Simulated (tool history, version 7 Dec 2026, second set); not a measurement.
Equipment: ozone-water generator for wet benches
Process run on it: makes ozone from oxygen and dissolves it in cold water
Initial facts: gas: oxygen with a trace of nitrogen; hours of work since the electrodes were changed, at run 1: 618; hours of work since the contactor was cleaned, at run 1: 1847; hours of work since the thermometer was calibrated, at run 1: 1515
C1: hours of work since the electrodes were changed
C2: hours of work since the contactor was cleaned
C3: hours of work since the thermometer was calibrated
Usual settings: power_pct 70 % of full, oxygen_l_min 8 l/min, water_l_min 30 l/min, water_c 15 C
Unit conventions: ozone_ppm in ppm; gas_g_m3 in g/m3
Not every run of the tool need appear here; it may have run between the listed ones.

run 1 hour=0 | power_pct=70 oxygen_l_min=8 water_l_min=30 water_c=15 | C1=618 C2=1847 C3=1515 | ozone_ppm=26 gas_g_m3=254.7
run 2 hour=38.8 | power_pct=70 oxygen_l_min=8 water_l_min=30 water_c=15 | C1=656 C2=1885 C3=1554 | ozone_ppm=26.3 gas_g_m3=252.7
run 3 hour=98.2 | power_pct=70 oxygen_l_min=8 water_l_min=20 water_c=15 | C1=715 C2=1943 C3=1612 | ozone_ppm=35.8 gas_g_m3=254.6
run 4 hour=138.4 | power_pct=70 oxygen_l_min=8 water_l_min=20 water_c=15 | C1=754 C2=1983 C3=1652 | ozone_ppm=36 gas_g_m3=251.5
run 5 hour=168.7 | power_pct=70 oxygen_l_min=8 water_l_min=20 water_c=15 | C1=784 C2=2013 C3=1682 | ozone_ppm=35.8 gas_g_m3=256.3
run 6 hour=218.9 | power_pct=70 oxygen_l_min=8 water_l_min=20 water_c=15 | C1=833 C2=2062 C3=1731 | ozone_ppm=35.5 gas_g_m3=251
run 7 hour=259.5 | power_pct=70 oxygen_l_min=8 water_l_min=20 water_c=15 | C1=873 C2=2102 C3=1771 | ozone_ppm=36.2 gas_g_m3=252.6
run 8 hour=304.1 | power_pct=70 oxygen_l_min=8 water_l_min=20 water_c=15 | C1=917 C2=2146 C3=1815 | ozone_ppm=35.8 gas_g_m3=252.6
run 9 hour=338.3 | power_pct=70 oxygen_l_min=8 water_l_min=20 water_c=15 | C1=951 C2=2180 C3=1849 | ozone_ppm=35.7 gas_g_m3=251.9
run 10 hour=381.7 | power_pct=70 oxygen_l_min=8 water_l_min=20 water_c=15 | C1=994 C2=2223 C3=1891 | ozone_ppm=35.3 gas_g_m3=249.7
run 11 hour=434.1 | power_pct=70 oxygen_l_min=8 water_l_min=20 water_c=15 | C1=1045 C2=2274 C3=1943 | ozone_ppm=35.2 gas_g_m3=254.2
run 12 hour=472.2 | power_pct=70 oxygen_l_min=8 water_l_min=20 water_c=15 | C1=1083 C2=2312 C3=1981 | ozone_ppm=36.1 gas_g_m3=250.6
run 13 hour=511.8 | power_pct=70 oxygen_l_min=8 water_l_min=20 water_c=15 | C1=1122 C2=2351 C3=2020 | ozone_ppm=35.8 gas_g_m3=252.9
run 14 hour=545.7 | power_pct=70 oxygen_l_min=8 water_l_min=30 water_c=15 | C1=1155 C2=2384 C3=2053 | ozone_ppm=26.1 gas_g_m3=254
run 15 hour=581.6 | power_pct=70 oxygen_l_min=8 water_l_min=30 water_c=15 | C1=1191 C2=2419 C3=2088 | ozone_ppm=25.9 gas_g_m3=250.1
run 16 hour=647.6 | power_pct=70 oxygen_l_min=8 water_l_min=30 water_c=15 | C1=1256 C2=2485 C3=2153 | ozone_ppm=26.1 gas_g_m3=249
run 17 hour=707.5 | power_pct=53 oxygen_l_min=8 water_l_min=30 water_c=11 | C1=1315 C2=2544 C3=2212 | ozone_ppm=22.6 gas_g_m3=204.7
run 18 hour=759.7 | power_pct=71 oxygen_l_min=13.84 water_l_min=38 water_c=10 | C1=1366 C2=2595 C3=2264 | ozone_ppm=24.2 gas_g_m3=192.8
run 19 hour=793.7 | power_pct=60 oxygen_l_min=8 water_l_min=30 water_c=15 | C1=1400 C2=2628 C3=2297 | ozone_ppm=23.6 gas_g_m3=223.7
run 20 hour=861.4 | power_pct=60 oxygen_l_min=8 water_l_min=30 water_c=15 | C1=1466 C2=2695 C3=2364 | ozone_ppm=23.6 gas_g_m3=225.4
run 21 hour=901.4 | power_pct=70 oxygen_l_min=12.25 water_l_min=30 water_c=8 | C1=1506 C2=2735 C3=2403 | ozone_ppm=30 gas_g_m3=203.1
run 22 hour=940.8 | power_pct=76 oxygen_l_min=9.19 water_l_min=30 water_c=15 | C1=1545 C2=2773 C3=2442 | ozone_ppm=27.8 gas_g_m3=245
run 23 hour=993.6 | power_pct=76 oxygen_l_min=9.19 water_l_min=30 water_c=15 | C1=1597 C2=2825 C3=2494 | ozone_ppm=28 gas_g_m3=245.4
run 24 hour=1045.8 | power_pct=76 oxygen_l_min=9.19 water_l_min=30 water_c=15 | C1=1648 C2=2877 C3=2546 | ozone_ppm=28 gas_g_m3=246.5
run 25 hour=1074.6 | power_pct=76 oxygen_l_min=9.19 water_l_min=30 water_c=15 | C1=1676 C2=2905 C3=2574 | ozone_ppm=27.8 gas_g_m3=248.2
run 26 hour=1117.7 | power_pct=63 oxygen_l_min=8 water_l_min=30 water_c=15 | C1=1719 C2=2948 C3=2616 | ozone_ppm=24.2 gas_g_m3=231
run 27 hour=1159.2 | power_pct=40 oxygen_l_min=8 water_l_min=30 water_c=15 | C1=1760 C2=2988 C3=2657 | ozone_ppm=17.8 gas_g_m3=168.4
run 28 hour=1194.8 | power_pct=40 oxygen_l_min=8 water_l_min=30 water_c=15 | C1=1795 C2=3024 C3=2692 | ozone_ppm=17.8 gas_g_m3=167.8
run 29 hour=1246 | power_pct=70 oxygen_l_min=7.95 water_l_min=30 water_c=9 | C1=1845 C2=3074 C3=2743 | ozone_ppm=28.7 gas_g_m3=249.8
run 30 hour=1278.4 | power_pct=70 oxygen_l_min=7.95 water_l_min=30 water_c=9 | C1=1877 C2=3106 C3=2775 | ozone_ppm=28.1 gas_g_m3=250.8
-- hour=1307.6 contactor cleaned
run 31 hour=1323.3 | power_pct=70 oxygen_l_min=8 water_l_min=30 water_c=17 | C1=1917 C2=15 C3=2815 | ozone_ppm=25.4 gas_g_m3=245.8

Hidden state at the last listed run before each entry between runs and at the first one after, where it differs:
From run 30 to run 31: contactor cleaned (hour 1307.6)
  contactor's efficiency, % of a clean one's: 99.9 -> 100; drift of the gauge itself on gas_g_m3, %: -2.17 -> -2.24
  what was measured, less what the result would be without the hidden state, gas_g_m3: -5.7 -> -5.8 g/m3
